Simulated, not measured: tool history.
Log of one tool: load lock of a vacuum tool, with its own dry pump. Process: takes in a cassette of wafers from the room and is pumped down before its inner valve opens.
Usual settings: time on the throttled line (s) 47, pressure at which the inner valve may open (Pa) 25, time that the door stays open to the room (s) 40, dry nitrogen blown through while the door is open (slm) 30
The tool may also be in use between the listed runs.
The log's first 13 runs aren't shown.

run	hour	time on the throttled line (s)	pressure at which the inner valve may open (Pa)	time that the door stays open to the room (s)	dry nitrogen blown through while the door is open (slm)	incoming humidity of the room's air, %	time from the closed door until the inner valve may open (s)	rise of the pressure with all valves shut (Pa/min)
14	808.9	26	25	40	30	42.9	88.2	0.040
15	871.9	37	25	40	30	43.7	96.1	0.037
16	954.9	37	25	40	30	48.1	97.6	0.039
17	1032.9	37	25	40	30	44.1	96.4	0.039
18	1098.2	37	25	40	30	45.9	98.2	0.045
19	1138.8	37	25	40	30	47.0	96.9	0.044
20	1211.9	37	25	40	30	43.4	95.6	0.040
21	1291.8	37	25	40	30	43.3	96.2	0.045
22	1356.9	47	25	40	5	45.4	104.7	0.060
23	1446.4	47	18	152	5	44.7	107.4	0.073
24	1533.5	47	18	152	5	44.5	107.1	0.069
25	1606.5	38	45	239	17	47.9	93.3	0.057
26	1652.9	35	36	44	42	46.3	92.0	0.047
27	1731.9	59	25	53	34	45.8	113.9	0.055
28	1786.9	27	45	40	4	44.0	83.8	0.067
29	1848.9	54	37	34	4	46.5	107.7	0.066
30	1919.7	54	37	125	8	46.8	106.5	0.072
31	1958.4	24	37	119	8	44.3	84.1	0.068
32	2030.0	47	20	33	12	45.9	108.2	0.063
33	2100.2	47	25	40	6	40.8	105.5	0.067
34	2171.1	54	46	27	33	45.6	105.5	0.060
35	2209.4	47	28	49	30	46.5	104.2	0.060
36	2246.4	47	35	49	5	43.3	103.1	0.078
37	2334.0	47	38	49	33	45.1	102.8	0.066

4 ways to go on from here, each from the tool as it stands after run 37. What would each give?
A	2379.8	26	27	40	10	45.0	?	?
B	2379.8	31	38	49	18	44.5	?	?
C	2379.8	88	38	57	9	45.7	?	?
D	2379.8	28	38	49	33	40.7	?	?

run	time from the closed door until the inner valve may open (s)	rise of the pressure with all valves shut (Pa/min)
A	87.8	0.067
B	88.6	0.070
C	132.1	0.076
D	87.5	0.063
Without the tool's hidden state the same runs would have given:
run	time from the closed door until the inner valve may open (s)	rise of the pressure with all valves shut (Pa/min)
A	83.4	0.009
B	84.5	0.013
C	128.8	0.018
D	83.3	0.005
